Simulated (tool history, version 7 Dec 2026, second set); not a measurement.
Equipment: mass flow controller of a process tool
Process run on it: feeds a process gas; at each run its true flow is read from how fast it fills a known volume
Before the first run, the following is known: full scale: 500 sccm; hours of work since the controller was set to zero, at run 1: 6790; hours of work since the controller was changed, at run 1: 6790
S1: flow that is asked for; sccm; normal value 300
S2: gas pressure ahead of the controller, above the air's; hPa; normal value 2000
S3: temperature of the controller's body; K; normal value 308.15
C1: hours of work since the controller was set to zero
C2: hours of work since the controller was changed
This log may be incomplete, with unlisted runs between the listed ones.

Run 1, hour 0.0: usual settings; C1 6790; C2 6790. Result: true flow (%) 103.04.
Run 2, hour 379.4: usual settings but S1 55 sccm; C1 6996; C2 6996. Result: true flow (%) 109.07.
Run 3, hour 594.7: usual settings but S1 55 sccm; C1 7113; C2 7113. Result: true flow (%) 109.24.
Run 4, hour 869.0: usual settings but S1 55 sccm; C1 7263; C2 7263. Result: true flow (%) 109.40.
Run 5, hour 1078.8: usual settings but S1 55 sccm; C1 7377; C2 7377. Result: true flow (%) 109.53.
Run 6, hour 1458.0: usual settings but S2 1620 hPa; C1 7583; C2 7583. Result: true flow (%) 103.54.
Run 7, hour 1776.2: usual settings but S2 1620 hPa; C1 7756; C2 7756. Result: true flow (%) 103.65.
Run 8, hour 2122.5: usual settings but S2 1620 hPa; C1 7944; C2 7944. Result: true flow (%) 103.71.
Run 9, hour 2430.5: usual settings but S3 309.15 K; C1 8112; C2 8112. Result: true flow (%) 103.77.
Run 10, hour 2685.3: usual settings but S3 309.15 K; C1 8250; C2 8250. Result: true flow (%) 103.95.
Run 11, hour 2992.2: usual settings but S3 309.15 K; C1 8417; C2 8417. Result: true flow (%) 103.85.
Run 12, hour 3218.6: usual settings but S3 309.15 K; C1 8541; C2 8541. Result: true flow (%) 103.98.
Run 13, hour 3594.3: usual settings but S3 309.15 K; C1 8745; C2 8745. Result: true flow (%) 104.21.
Run 14, hour 3817.5: usual settings; C1 8866; C2 8866. Result: true flow (%) 104.15.
At hour 3927.7: controller's zero set anew.
Run 15, hour 4226.5: usual settings; C1 163; C2 9089. Result: true flow (%) 102.41.
Run 16, hour 4443.1: usual settings; C1 280; C2 9206. Result: true flow (%) 102.38.
Run 17, hour 4866.8: usual settings but S1 145 sccm; C1 511; C2 9437. Result: true flow (%) 102.34.
Run 18, hour 5183.3: usual settings but S1 88 sccm; C1 683; C2 9609. Result: true flow (%) 102.50.
Run 19, hour 5536.6: usual settings but S1 88 sccm; C1 875; C2 9801. Result: true flow (%) 102.59.
Run 20, hour 5831.0: usual settings but S1 88 sccm; C1 1035; C2 9961. Result: true flow (%) 102.68.
Run 21, hour 6104.9: usual settings but S3 298.15 K; C1 1184; C2 10110. Result: true flow (%) 102.45.
Run 22, hour 6498.6: usual settings but S1 483 sccm, S3 298.15 K; C1 1398; C2 10324. Result: true flow (%) 102.93.
Run 23, hour 6704.0: usual settings but S1 483 sccm, S3 298.15 K; C1 1510; C2 10436. Result: true flow (%) 102.93.
Run 24, hour 6977.4: usual settings but S1 483 sccm, S3 298.15 K; C1 1659; C2 10585. Result: true flow (%) 103.21.
Run 25, hour 7316.7: usual settings but S2 2660 hPa, S3 293.15 K; C1 1843; C2 10769. Result: true flow (%) 102.42.
Run 26, hour 7609.5: usual settings but S2 1720 hPa, S3 294.15 K; C1 2003; C2 10929. Result: true flow (%) 102.66.
Run 27, hour 7862.5: usual settings but S1 409 sccm, S2 2380 hPa; C1 2140; C2 11066. Result: true flow (%) 103.29.
Run 28, hour 8251.2: usual settings but S1 409 sccm, S2 2380 hPa; C1 2352; C2 11278. Result: true flow (%) 103.37.
Run 29, hour 8456.7: usual settings but S1 355 sccm, S2 2380 hPa, S3 307.15 K; C1 2463; C2 11389. Result: true flow (%) 103.33.
Run 30, hour 8820.2: usual settings but S1 256 sccm, S3 310.15 K; C1 2661; C2 11587. Result: true flow (%) 103.46.
Run 31, hour 9242.6: usual settings but S1 256 sccm, S3 310.15 K; C1 2891; C2 11817. Result: true flow (%) 103.50.
Run 32, hour 9620.0: usual settings but S1 460 sccm, S3 296.15 K; C1 3096; C2 12022. Result: true flow (%) 103.42.
At hour 9741.7: controller exchanged for a calibrated one.
Run 33, hour 9827.6: usual settings but S1 329 sccm, S2 1420 hPa; C1 47; C2 47. Result: true flow (%) 100.41.
Run 34, hour 10227.7: usual settings but S1 329 sccm, S2 1420 hPa; C1 264; C2 264. Result: true flow (%) 100.44.
Run 35, hour 10584.8: usual settings but S1 445 sccm, S2 2160 hPa, S3 293.15 K; C1 459; C2 459. Result: true flow (%) 99.99.
Run 36, hour 10787.9: usual settings but S1 182 sccm, S3 294.15 K; C1 569; C2 569. Result: true flow (%) 99.61.
Run 37, hour 11153.7: usual settings but S1 445 sccm, S2 1750 hPa, S3 303.15 K; C1 768; C2 768. Result: true flow (%) 100.67.
Run 38, hour 11512.8: usual settings but S3 299.15 K; C1 963; C2 963. Result: true flow (%) 100.11.
Run 39, hour 11872.1: usual settings but S2 2150 hPa; C1 1159; C2 1159. Result: true flow (%) 100.56.
Run 40, hour 12189.8: usual settings but S2 2150 hPa; C1 1332; C2 1332. Result: true flow (%) 100.75.
Run 41, hour 12381.1: usual settings but S2 2280 hPa; C1 1436; C2 1436. Result: true flow (%) 100.61.
Run 42, hour 12815.7: usual settings but S1 81 sccm, S2 2280 hPa, S3 312.15 K; C1 1672; C2 1672. Result: true flow (%) 101.33.
Run 43, hour 13040.6: usual settings but S1 175 sccm, S2 2300 hPa, S3 307.15 K; C1 1794; C2 1794. Result: true flow (%) 100.69.
Run 44, hour 13386.6: usual settings but S1 434 sccm, S2 1620 hPa; C1 1982; C2 1982. Result: true flow (%) 101.35.
Run 45, hour 13641.8: usual settings but S1 165 sccm, S2 1980 hPa; C1 2121; C2 2121. Result: true flow (%) 101.10.
Run 46, hour 13967.0: usual settings but S1 442 sccm, S2 2190 hPa; C1 2298; C2 2298. Result: true flow (%) 101.31.
Run 47, hour 14172.7: usual settings but S1 72 sccm, S2 1680 hPa; C1 2410; C2 2410. Result: true flow (%) 102.30.

What differs in the tool's unlogged condition from the final listed run ahead of each entry between runs to the first listed run following it?
After run 14, before run 15: controller's zero set anew (hour 3927.7)
  flow at rest that the sensor doesn't see, % of full scale: 1.113 -> 0.037; true flow over the shown one, %: 2.45 -> 2.51
  measured less the result without the state, true flow (%): +4.30 -> +2.57
After run 32, before run 33: controller exchanged for a calibrated one (hour 9741.7)
  flow at rest that the sensor doesn't see, % of full scale: 0.408 -> 0.046; true flow over the shown one, %: 3.22 -> 0.23
  measured less the result without the state, true flow (%): +3.66 -> +0.30
